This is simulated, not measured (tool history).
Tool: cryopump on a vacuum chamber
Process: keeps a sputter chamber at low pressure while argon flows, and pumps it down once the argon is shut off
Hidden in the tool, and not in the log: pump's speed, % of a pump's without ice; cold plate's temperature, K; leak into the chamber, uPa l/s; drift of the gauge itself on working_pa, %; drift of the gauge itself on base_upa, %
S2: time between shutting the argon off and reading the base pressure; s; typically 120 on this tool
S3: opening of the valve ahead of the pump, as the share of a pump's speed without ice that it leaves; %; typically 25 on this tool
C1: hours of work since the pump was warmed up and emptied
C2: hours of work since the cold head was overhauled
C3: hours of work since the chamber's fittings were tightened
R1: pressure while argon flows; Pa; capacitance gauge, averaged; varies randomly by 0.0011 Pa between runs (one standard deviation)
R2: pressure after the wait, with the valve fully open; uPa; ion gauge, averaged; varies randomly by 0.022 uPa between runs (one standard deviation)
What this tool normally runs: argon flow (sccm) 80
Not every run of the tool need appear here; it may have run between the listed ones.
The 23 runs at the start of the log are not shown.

Run 24, hour 556.1: usual settings but argon flow (sccm) 55, S2 141 s, S3 33 %; C1 114; C2 568; C3 1165. Result: R1 0.1339 Pa, R2 0.83 uPa.
Run 25, hour 584.2: usual settings but argon flow (sccm) 55, S2 141 s, S3 33 %; C1 133; C2 587; C3 1183. Result: R1 0.1336 Pa, R2 0.76 uPa.
Run 26, hour 600.4: usual settings but argon flow (sccm) 58, S2 35 s, S3 22 %; C1 144; C2 598; C3 1194. Result: R1 0.2088 Pa, R2 2.01 uPa.
Run 27, hour 632.6: usual settings but argon flow (sccm) 58, S2 35 s, S3 22 %; C1 165; C2 619; C3 1216. Result: R1 0.2099 Pa, R2 1.96 uPa.
Run 28, hour 656.3: usual settings but argon flow (sccm) 47, S2 54 s, S3 53 %; C1 181; C2 635; C3 1231. Result: R1 0.0743 Pa, R2 1.42 uPa.
Run 29, hour 680.2: usual settings but S2 247 s; C1 197; C2 651; C3 1247. Result: R1 0.2574 Pa, R2 0.58 uPa.
Run 30, hour 694.4: usual settings but argon flow (sccm) 61, S2 238 s, S3 56 %; C1 206; C2 661; C3 1257. Result: R1 0.0922 Pa, R2 0.60 uPa.
Run 31, hour 709.9: usual settings but argon flow (sccm) 40, S2 125 s, S3 56 %; C1 217; C2 671; C3 1267. Result: R1 0.0602 Pa, R2 0.85 uPa.
Run 32, hour 724.6: usual settings but argon flow (sccm) 111, S3 27 %; C1 226; C2 681; C3 1277. Result: R1 0.3333 Pa, R2 0.93 uPa.
Run 33, hour 743.6: usual settings but argon flow (sccm) 115, S2 104 s, S3 53 %; C1 239; C2 693; C3 1290. Result: R1 0.1844 Pa, R2 0.95 uPa.

Predict each of these 5 candidate next runs independently; none follows another, all start after run 33:
Run A, hour 769.4: usual settings but argon flow (sccm) 48, S2 49 s, S3 17 %; C1 256; C2 711; C3 1307. Result: R1 ?, R2 ?.
Run B, hour 769.4: usual settings but argon flow (sccm) 115, S2 224 s, S3 50 %; C1 256; C2 711; C3 1307. Result: R1 ?, R2 ?.
Run C, hour 769.4: usual settings but argon flow (sccm) 98, S2 104 s, S3 53 %; C1 256; C2 711; C3 1307. Result: R1 ?, R2 ?.
Run D, hour 769.4: usual settings but argon flow (sccm) 97, S2 185 s, S3 42 %; C1 256; C2 711; C3 1307. Result: R1 ?, R2 ?.
Run E, hour 769.4: usual settings but argon flow (sccm) 115, S2 39 s, S3 16 %; C1 256; C2 711; C3 1307. Result: R1 ?, R2 ?.

run      R1    R2
  A  0.2251  1.55
  B  0.1965  0.68
  C  0.1585  0.93
  D  0.1948  0.69
  E  0.5746  1.92
With no hidden state in the tool, these same runs would have given:
run      R1    R2
  A  0.2174  1.31
  B  0.1779  0.43
  C  0.1427  0.69
  D  0.1791  0.46
  E  0.5560  1.68
